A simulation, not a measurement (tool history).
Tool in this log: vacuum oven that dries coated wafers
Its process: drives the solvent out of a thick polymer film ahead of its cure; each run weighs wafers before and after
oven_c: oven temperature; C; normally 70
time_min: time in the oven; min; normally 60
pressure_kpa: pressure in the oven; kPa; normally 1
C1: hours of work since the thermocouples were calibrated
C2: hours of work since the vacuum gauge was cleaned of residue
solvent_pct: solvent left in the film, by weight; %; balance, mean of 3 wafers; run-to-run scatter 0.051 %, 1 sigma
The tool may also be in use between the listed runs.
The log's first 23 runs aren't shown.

Run 24, hour 1685.6: usual settings but oven_c 84 C; C1 1394; C2 1394. Result: solvent_pct 0.33 %.
Run 25, hour 1758.7: usual settings but oven_c 67 C, time_min 36 min, pressure_kpa 1.43 kPa; C1 1451; C2 1451. Result: solvent_pct 4.89 %.
Run 26, hour 1844.7: usual settings but oven_c 67 C, time_min 36 min, pressure_kpa 1.43 kPa; C1 1517; C2 1517. Result: solvent_pct 4.82 %.
Run 27, hour 1890: usual settings but oven_c 67 C, time_min 36 min, pressure_kpa 1.43 kPa; C1 1552; C2 1552. Result: solvent_pct 4.84 %.
At hour 1898.1: oven's thermocouples calibrated.
Run 28, hour 1938.3: usual settings but time_min 42 min, pressure_kpa 1.04 kPa; C1 31; C2 1587. Result: solvent_pct 2.48 %.
At hour 1949.9: vacuum gauge cleaned of residue and calibrated.
Run 29, hour 1998.1: usual settings but oven_c 76 C, time_min 35 min, pressure_kpa 1.24 kPa; C1 76; C2 37. Result: solvent_pct 1.77 %.
Run 30, hour 2074.4: usual settings but oven_c 80 C, time_min 89 min, pressure_kpa 1.11 kPa; C1 135; C2 96. Result: solvent_pct 0.26 %.
Run 31, hour 2131.4: usual settings but oven_c 69 C, time_min 51 min, pressure_kpa 0.52 kPa; C1 179; C2 140. Result: solvent_pct 1.66 %.
Run 32, hour 2227.2: usual settings but oven_c 75 C, time_min 38 min, pressure_kpa 0.56 kPa; C1 252; C2 214. Result: solvent_pct 1.54 %.
Run 33, hour 2277.4: usual settings but time_min 67 min, pressure_kpa 1.02 kPa; C1 291; C2 252. Result: solvent_pct 0.88 %.
Run 34, hour 2359.2: usual settings but time_min 67 min, pressure_kpa 1.02 kPa; C1 354; C2 315. Result: solvent_pct 0.95 %.
Run 35, hour 2423.2: usual settings but oven_c 75 C, time_min 39 min, pressure_kpa 3.95 kPa; C1 403; C2 365. Result: solvent_pct 2.55 %.
Run 36, hour 2474.5: usual settings but oven_c 75 C, time_min 39 min, pressure_kpa 3.95 kPa; C1 443; C2 404. Result: solvent_pct 2.58 %.
Run 37, hour 2524.6: usual settings but oven_c 75 C, time_min 39 min, pressure_kpa 3.95 kPa; C1 481; C2 443. Result: solvent_pct 2.49 %.
Run 38, hour 2608.1: usual settings but oven_c 80 C, time_min 41 min; C1 546; C2 507. Result: solvent_pct 0.86 %.
Run 39, hour 2658.9: usual settings but oven_c 66 C, pressure_kpa 0.94 kPa; C1 585; C2 546. Result: solvent_pct 1.91 %.
Run 40, hour 2708.8: usual settings but time_min 62 min; C1 623; C2 584. Result: solvent_pct 1.12 %.
Run 41, hour 2779.3: usual settings but oven_c 56 C, time_min 36 min, pressure_kpa 0.58 kPa; C1 678; C2 639. Result: solvent_pct 8.52 %.
Run 42, hour 2827: usual settings but pressure_kpa 0.58 kPa; C1 714; C2 676. Result: solvent_pct 1.14 %.
Run 43, hour 2910.1: usual settings but pressure_kpa 0.58 kPa; C1 778; C2 740. Result: solvent_pct 1.26 %.
Run 44, hour 2988.1: usual settings but pressure_kpa 0.58 kPa; C1 838; C2 800. Result: solvent_pct 1.07 %.
Run 45, hour 3045.5: usual settings but pressure_kpa 0.58 kPa; C1 882; C2 844. Result: solvent_pct 1.13 %.
Run 46, hour 3134: usual settings but oven_c 64 C, time_min 88 min, pressure_kpa 2.5 kPa; C1 951; C2 912. Result: solvent_pct 2.02 %.
Run 47, hour 3211.6: usual settings but oven_c 55 C; C1 1010; C2 972. Result: solvent_pct 5.72 %.

Here are 3 independent what-if runs from the current tool condition. What would each one return?
Run A, hour 3308: usual settings but oven_c 55 C, pressure_kpa 2.24 kPa; C1 1085; C2 1046. Result: solvent_pct ?.
Run B, hour 3308: usual settings but oven_c 63 C, time_min 65 min, pressure_kpa 0.71 kPa; C1 1085; C2 1046. Result: solvent_pct ?.
Run C, hour 3308: usual settings but oven_c 79 C, time_min 69 min, pressure_kpa 0.75 kPa; C1 1085; C2 1046. Result: solvent_pct ?.

run  solvent_pct
  A         6.45
  B         2.45
  C         0.26
What these runs would have given with no unlogged condition in the tool:
run  solvent_pct
  A         5.51
  B         1.89
  C         0.15

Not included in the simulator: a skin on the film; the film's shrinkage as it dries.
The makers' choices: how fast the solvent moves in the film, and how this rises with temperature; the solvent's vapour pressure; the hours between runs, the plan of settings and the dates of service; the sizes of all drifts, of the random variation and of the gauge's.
